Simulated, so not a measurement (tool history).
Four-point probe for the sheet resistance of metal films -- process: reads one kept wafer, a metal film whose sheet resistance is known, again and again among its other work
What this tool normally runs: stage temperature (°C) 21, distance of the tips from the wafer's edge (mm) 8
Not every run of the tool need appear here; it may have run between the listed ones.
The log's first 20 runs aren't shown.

| run | hour | stage temperature (°C) | distance of the tips from the wafer's edge (mm) | sheet resistance as the instrument gives it (ohm/square) |
|---|---|---|---|---|
| 21 | 1899.6 | 21 | 4 | 0.093601 |
| 22 | 1992.9 | 21 | 4 | 0.093634 |
| 23 | 2069.3 | 33 | 8 | 0.091548 |
| 24 | 2193.3 | 28 | 3 | 0.095841 |
| 25 | 2290.2 | 21 | 10 | 0.091181 |
| 26 | 2373.2 | 25 | 51 | 0.090764 |
| 27 | 2492.1 | 29 | 12 | 0.091100 |
| 28 | 2566.6 | 20 | 13 | 0.090946 |
|  | 2650.4 | stage's thermometer calibrated |
| 29 | 2682.5 | 35 | 38 | 0.090849 |
| 30 | 2781.0 | 25 | 4 | 0.093674 |
| 31 | 2879.7 | 25 | 4 | 0.093680 |

What does the tool deliver on the next run?
| 32 | 2945.9 | 25 | 4 | ? |

{"run 32": {"sheet resistance as the instrument gives it (ohm/square)": 0.093653}}
Without the tool's hidden state the same run would have given sheet resistance as the instrument gives it (ohm/square) 0.093657.
